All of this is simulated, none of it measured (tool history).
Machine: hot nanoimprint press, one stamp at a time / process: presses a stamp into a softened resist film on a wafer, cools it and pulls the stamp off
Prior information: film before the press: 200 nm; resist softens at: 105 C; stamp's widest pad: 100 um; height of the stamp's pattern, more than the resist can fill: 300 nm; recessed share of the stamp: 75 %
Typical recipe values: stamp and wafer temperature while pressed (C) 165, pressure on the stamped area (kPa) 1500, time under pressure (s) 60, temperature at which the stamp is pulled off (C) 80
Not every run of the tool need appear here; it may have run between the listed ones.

| run | hour | stamp and wafer temperature while pressed (C) | pressure on the stamped area (kPa) | time under pressure (s) | temperature at which the stamp is pulled off (C) | resist left under the stamp's widest pad (Å) | greatest force while the stamp is pulled off (N) |
|---|---|---|---|---|---|---|---|
| 1 | 0.0 | 165 | 1500 | 60 | 80 | 1012 | 146 |
|  | 19.5 | stamp cleaned and given a new release coat |
| 2 | 22.7 | 165 | 1500 | 60 | 80 | 1017 | 125 |
| 3 | 36.8 | 165 | 900 | 60 | 80 | 1280 | 123 |
| 4 | 52.4 | 165 | 900 | 60 | 80 | 1289 | 122 |
| 5 | 68.1 | 165 | 1500 | 60 | 80 | 1015 | 125 |
| 6 | 85.2 | 165 | 1500 | 60 | 80 | 1025 | 121 |
| 7 | 99.9 | 165 | 1500 | 60 | 80 | 1014 | 122 |
| 8 | 114.6 | 165 | 1500 | 60 | 80 | 1024 | 120 |
| 9 | 131.6 | 165 | 1500 | 60 | 67 | 1027 | 146 |
| 10 | 138.5 | 165 | 1500 | 60 | 67 | 1020 | 150 |
| 11 | 155.3 | 165 | 1500 | 60 | 67 | 1037 | 151 |
| 12 | 170.3 | 165 | 1500 | 97 | 80 | 874 | 122 |
| 13 | 179.5 | 175 | 1500 | 97 | 80 | 512 | 126 |
| 14 | 190.1 | 165 | 1500 | 60 | 80 | 1015 | 122 |
| 15 | 205.6 | 165 | 1500 | 60 | 80 | 1024 | 120 |
| 16 | 222.5 | 158 | 1500 | 60 | 73 | 1421 | 138 |
| 17 | 231.1 | 170 | 1870 | 60 | 73 | 693 | 143 |
| 18 | 245.6 | 165 | 1500 | 86 | 82 | 916 | 122 |
| 19 | 256.0 | 159 | 2050 | 86 | 82 | 1073 | 125 |
| 20 | 263.3 | 165 | 1950 | 60 | 80 | 896 | 132 |
| 21 | 271.6 | 165 | 1180 | 48 | 73 | 1229 | 149 |
| 22 | 282.6 | 158 | 1000 | 48 | 86 | 1677 | 116 |
| 23 | 295.2 | 165 | 1500 | 108 | 76 | 845 | 141 |
| 24 | 308.3 | 165 | 1500 | 108 | 76 | 842 | 138 |
| 25 | 317.6 | 165 | 1500 | 108 | 76 | 854 | 139 |
| 26 | 333.8 | 160 | 1150 | 37 | 67 | 1588 | 155 |
| 27 | 344.9 | 160 | 1150 | 98 | 67 | 1299 | 161 |
| 28 | 359.9 | 165 | 2110 | 60 | 80 | 865 | 129 |
| 29 | 374.1 | 165 | 1500 | 60 | 86 | 1039 | 119 |
| 30 | 390.9 | 165 | 1500 | 60 | 86 | 1038 | 122 |

Results for each run, recomputed without the tool's hidden state and with each run's random variation untouched:
The tool's hidden condition here consists of: true temperature over the reading, C; pressure that arrives at the usual setting, %; grip of the stamp's worn release coat, % over a new coat's; drift of the gauge itself on residual_nm, %; drift of the gauge itself on pull_off_n, %.
| run | resist left under the stamp's widest pad (Å) | greatest force while the stamp is pulled off (N) |
|---|---|---|
| 1 | 984 | 114 |
| 2 | 988 | 124 |
| 3 | 1252 | 121 |
| 4 | 1260 | 120 |
| 5 | 983 | 122 |
| 6 | 992 | 117 |
| 7 | 981 | 118 |
| 8 | 991 | 115 |
| 9 | 992 | 140 |
| 10 | 986 | 144 |
| 11 | 1001 | 144 |
| 12 | 841 | 116 |
| 13 | 493 | 119 |
| 14 | 978 | 115 |
| 15 | 986 | 113 |
| 16 | 1378 | 129 |
| 17 | 662 | 133 |
| 18 | 878 | 113 |
| 19 | 1024 | 115 |
| 20 | 854 | 122 |
| 21 | 1187 | 137 |
| 22 | 1644 | 106 |
| 23 | 807 | 129 |
| 24 | 803 | 126 |
| 25 | 815 | 126 |
| 26 | 1549 | 141 |
| 27 | 1251 | 146 |
| 28 | 818 | 116 |
| 29 | 991 | 106 |
| 30 | 989 | 108 |
